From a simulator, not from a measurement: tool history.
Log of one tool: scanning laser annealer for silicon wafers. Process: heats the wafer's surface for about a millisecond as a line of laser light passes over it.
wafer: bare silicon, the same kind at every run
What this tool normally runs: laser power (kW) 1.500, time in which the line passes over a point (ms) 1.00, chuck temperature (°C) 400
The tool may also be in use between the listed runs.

run    hour  laser power (kW)  time in which the line passes over a point (ms)  chuck temperature (°C)  highest temperature of the surface (°C)
  1     0.0             1.500                                             1.00                     400                                     1145
  2    69.4             1.500                                             1.00                     400                                     1140
  3   124.5             1.500                                             1.00                     400                                     1142
  4   179.2             1.500                                             1.00                     425                                     1161
  5   225.7             1.500                                             1.18                     425                                     1226
  6   285.6             1.500                                             1.18                     425                                     1231
  7   317.4             1.500                                             1.00                     400                                     1138
  8   355.6             1.500                                             1.00                     400                                     1135
  9   413.5             1.500                                             1.00                     400                                     1136
 10   466.3             1.538                                             1.00                     400                                     1150
 11   505.6             1.538                                             1.00                     400                                     1149
 12   560.2             1.538                                             1.00                     400                                     1150
 13   635.0             1.538                                             1.00                     400                                     1147
 14   688.7             1.500                                             1.00                     369                                     1097
      696.8  -- laser's power meter calibrated
 15   757.3             1.500                                             1.00                     368                                     1091
 16   822.8             1.549                                             1.00                     368                                     1111
 17   867.8             1.500                                             1.05                     400                                     1140
 18   901.8             1.500                                             1.05                     400                                     1142
 19   968.2             1.500                                             1.00                     391                                     1107
      980.1  -- window over the wafer cleaned
     1035.3  -- laser's power meter calibrated, once more
 20  1044.3             1.500                                             0.98                     369                                     1101
 21  1104.5             1.508                                             0.75                     401                                     1042
     1120.3  -- optics aligned, line set to its width
 22  1169.2             1.588                                             0.84                     401                                     1125
 23  1202.8             1.514                                             0.85                     401                                     1096
 24  1257.0             1.500                                             1.00                     410                                     1152
 25  1300.6             1.331                                             0.86                     402                                     1020
 26  1353.5             1.500                                             1.23                     399                                     1225
 27  1406.7             1.500                                             1.23                     399                                     1226
 28  1481.2             1.500                                             1.23                     399                                     1226
 29  1530.6             1.500                                             1.23                     399                                     1220

Each row is a separate what-if for the run after 29, all from the same tool condition, not one after another. Results?
  A  1600.2             1.462                                             1.03                     401                                        ?
  B  1600.2             1.635                                             1.16                     367                                        ?
  C  1600.2             1.307                                             1.00                     426                                        ?

run  highest temperature of the surface (°C)
  A                                     1133
  B                                     1230
  C                                     1075
Without the tool's hidden state the same runs would have given:
run  highest temperature of the surface (°C)
  A                                     1150
  B                                     1250
  C                                     1090

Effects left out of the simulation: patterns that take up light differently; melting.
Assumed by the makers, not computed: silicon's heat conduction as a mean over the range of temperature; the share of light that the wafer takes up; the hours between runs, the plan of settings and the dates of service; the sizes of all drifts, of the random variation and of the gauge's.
